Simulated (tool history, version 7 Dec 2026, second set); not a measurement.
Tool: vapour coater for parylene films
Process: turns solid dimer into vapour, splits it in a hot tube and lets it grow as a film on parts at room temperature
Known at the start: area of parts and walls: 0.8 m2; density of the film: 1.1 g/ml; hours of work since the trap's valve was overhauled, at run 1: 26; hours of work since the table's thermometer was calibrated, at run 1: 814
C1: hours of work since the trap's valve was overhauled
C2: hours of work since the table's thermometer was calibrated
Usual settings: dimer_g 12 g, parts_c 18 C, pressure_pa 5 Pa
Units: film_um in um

{"run": 1, "hour": 0.0, "dimer_g": 12, "parts_c": 18, "pressure_pa": 5, "C1": 26, "C2": 814, "film_um": 7}
{"run": 2, "hour": 13.6, "dimer_g": 12, "parts_c": 18, "pressure_pa": 5, "C1": 37, "C2": 825, "film_um": 6.94}
{"run": 3, "hour": 26.4, "dimer_g": 12, "parts_c": 18, "pressure_pa": 5, "C1": 47, "C2": 835, "film_um": 7.04}
{"run": 4, "hour": 51.2, "dimer_g": 5, "parts_c": 18, "pressure_pa": 5, "C1": 66, "C2": 854, "film_um": 2.91}
{"run": 5, "hour": 75.4, "dimer_g": 5, "parts_c": 18, "pressure_pa": 5, "C1": 85, "C2": 873, "film_um": 2.89}
{"run": 6, "hour": 96.0, "dimer_g": 13, "parts_c": 18, "pressure_pa": 5, "C1": 101, "C2": 889, "film_um": 7.37}
{"run": 7, "hour": 118.8, "dimer_g": 12, "parts_c": 21, "pressure_pa": 5, "C1": 119, "C2": 907, "film_um": 6.06}
{"run": 8, "hour": 131.3, "dimer_g": 12, "parts_c": 21, "pressure_pa": 5, "C1": 129, "C2": 916, "film_um": 6.07}
{"run": 9, "hour": 145.0, "dimer_g": 12, "parts_c": 18, "pressure_pa": 5, "C1": 139, "C2": 927, "film_um": 6.77}
{"run": 10, "hour": 168.5, "dimer_g": 12, "parts_c": 19, "pressure_pa": 5, "C1": 158, "C2": 945, "film_um": 6.51}
{"run": 11, "hour": 186.5, "dimer_g": 12, "parts_c": 19, "pressure_pa": 5, "C1": 172, "C2": 960, "film_um": 6.51}
{"run": 12, "hour": 200.3, "dimer_g": 12, "parts_c": 19, "pressure_pa": 5, "C1": 183, "C2": 970, "film_um": 6.44}
{"run": 13, "hour": 229.5, "dimer_g": 12, "parts_c": 19, "pressure_pa": 5, "C1": 205, "C2": 993, "film_um": 6.42}
{"run": 14, "hour": 243.0, "dimer_g": 12, "parts_c": 19, "pressure_pa": 5, "C1": 216, "C2": 1004, "film_um": 6.46}
{"run": 15, "hour": 261.3, "dimer_g": 12, "parts_c": 18, "pressure_pa": 5, "C1": 230, "C2": 1018, "film_um": 6.64}
{"run": 16, "hour": 290.9, "dimer_g": 12, "parts_c": 18, "pressure_pa": 5, "C1": 253, "C2": 1041, "film_um": 6.64}
{"run": 17, "hour": 318.7, "dimer_g": 12, "parts_c": 18, "pressure_pa": 5, "C1": 275, "C2": 1063, "film_um": 6.64}
{"run": 18, "hour": 344.6, "dimer_g": 12, "parts_c": 18, "pressure_pa": 5, "C1": 295, "C2": 1083, "film_um": 6.44}
{"run": 19, "hour": 358.4, "dimer_g": 12, "parts_c": 17, "pressure_pa": 5, "C1": 306, "C2": 1094, "film_um": 6.73}
{"run": 20, "hour": 373.0, "dimer_g": 12, "parts_c": 18, "pressure_pa": 7.37, "C1": 317, "C2": 1105, "film_um": 6.04}
{"run": 21, "hour": 389.2, "dimer_g": 6, "parts_c": 18, "pressure_pa": 5, "C1": 330, "C2": 1118, "film_um": 3.24}
{"run": 22, "hour": 417.2, "dimer_g": 6, "parts_c": 23, "pressure_pa": 5, "C1": 352, "C2": 1140, "film_um": 2.68}
{"run": 23, "hour": 434.9, "dimer_g": 6, "parts_c": 23, "pressure_pa": 5, "C1": 366, "C2": 1153, "film_um": 2.65}
{"run": 24, "hour": 454.6, "dimer_g": 12, "parts_c": 12, "pressure_pa": 5, "C1": 381, "C2": 1169, "film_um": 8.01}
{"run": 25, "hour": 479.2, "dimer_g": 12, "parts_c": 18, "pressure_pa": 10.23, "C1": 400, "C2": 1188, "film_um": 5.65}
{"run": 26, "hour": 492.2, "dimer_g": 13, "parts_c": 18, "pressure_pa": 5.31, "C1": 410, "C2": 1198, "film_um": 6.82}
{"run": 27, "hour": 506.1, "dimer_g": 8, "parts_c": 18, "pressure_pa": 5.31, "C1": 421, "C2": 1209, "film_um": 4.17}
{"run": 28, "hour": 528.7, "dimer_g": 9, "parts_c": 13, "pressure_pa": 5, "C1": 439, "C2": 1227, "film_um": 5.78}
{"run": 29, "hour": 558.2, "dimer_g": 9, "parts_c": 13, "pressure_pa": 5, "C1": 462, "C2": 1250, "film_um": 5.65}
{"run": 30, "hour": 573.3, "dimer_g": 9, "parts_c": 24, "pressure_pa": 11.9, "C1": 474, "C2": 1261, "film_um": 3.23}
{"run": 31, "hour": 589.8, "dimer_g": 9, "parts_c": 24, "pressure_pa": 7.03, "C1": 487, "C2": 1274, "film_um": 3.52}
{"run": 32, "hour": 603.3, "dimer_g": 6, "parts_c": 24, "pressure_pa": 2.27, "C1": 497, "C2": 1285, "film_um": 2.89}
{"run": 33, "hour": 630.3, "dimer_g": 9, "parts_c": 24, "pressure_pa": 2.27, "C1": 518, "C2": 1306, "film_um": 4.27}
{"run": 34, "hour": 652.3, "dimer_g": 9, "parts_c": 28, "pressure_pa": 6.2, "C1": 535, "C2": 1323, "film_um": 3}
{"hour": 672.9, "done": "trap's valve overhauled"}
{"run": 35, "hour": 674.4, "dimer_g": 9, "parts_c": 28, "pressure_pa": 6.2, "C1": 1, "C2": 1337, "film_um": 3.43}
{"run": 36, "hour": 694.2, "dimer_g": 9, "parts_c": 28, "pressure_pa": 6.2, "C1": 17, "C2": 1353, "film_um": 3.39}
{"run": 37, "hour": 722.0, "dimer_g": 7, "parts_c": 19, "pressure_pa": 10.17, "C1": 38, "C2": 1374, "film_um": 3.36}
{"run": 38, "hour": 744.2, "dimer_g": 7, "parts_c": 19, "pressure_pa": 10.17, "C1": 56, "C2": 1392, "film_um": 3.39}
{"run": 39, "hour": 766.2, "dimer_g": 10, "parts_c": 15, "pressure_pa": 3, "C1": 73, "C2": 1409, "film_um": 6.96}
{"run": 40, "hour": 789.1, "dimer_g": 19, "parts_c": 18, "pressure_pa": 5, "C1": 91, "C2": 1427, "film_um": 10.88}
{"hour": 807.1, "done": "table's thermometer calibrated"}
{"run": 41, "hour": 808.6, "dimer_g": 19, "parts_c": 18, "pressure_pa": 5.25, "C1": 105, "C2": 1, "film_um": 11.06}
{"run": 42, "hour": 836.5, "dimer_g": 18, "parts_c": 26, "pressure_pa": 7.47, "C1": 127, "C2": 23, "film_um": 7.21}
{"run": 43, "hour": 850.6, "dimer_g": 12, "parts_c": 10, "pressure_pa": 6.36, "C1": 138, "C2": 34, "film_um": 8.99}
{"run": 44, "hour": 866.6, "dimer_g": 11, "parts_c": 21, "pressure_pa": 5, "C1": 150, "C2": 46, "film_um": 5.7}
{"run": 45, "hour": 892.4, "dimer_g": 10, "parts_c": 11, "pressure_pa": 7.15, "C1": 171, "C2": 67, "film_um": 7.04}
{"run": 46, "hour": 910.0, "dimer_g": 10, "parts_c": 11, "pressure_pa": 7.15, "C1": 184, "C2": 80, "film_um": 7.02}
{"run": 47, "hour": 931.6, "dimer_g": 11, "parts_c": 22, "pressure_pa": 3.49, "C1": 201, "C2": 97, "film_um": 5.84}

Some steps in film_um between neighbouring runs. How much of each would the tool show without its hidden state too (settings, what came in, random variation), and how much is left for the hidden state, with any gauge scatter that isn't in both results?
The hidden state here: vapour lost through the trap's worn valve, %; true temperature of the parts over the reading, C; drift of the gauge itself on film_um, %.
Run 3 -> 4: dimer_g 12 -> 5. film_um -4.13 um: hidden state +0.17, all else -4.3.
Run 5 -> 6: dimer_g 5 -> 13. film_um +4.48 um: hidden state -0.28, all else +4.76.
Run 23 -> 24: dimer_g 6 -> 12, parts_c 23 -> 12. film_um +5.36 um: hidden state -0.72, all else +6.08.
Run 34 -> 35: trap's valve overhauled. film_um +0.43 um: hidden state +0.38, all else +0.05.
Run 40 -> 41: pressure_pa 5 -> 5.25, table's thermometer calibrated. film_um +0.18 um: hidden state +0.4, all else -0.22.
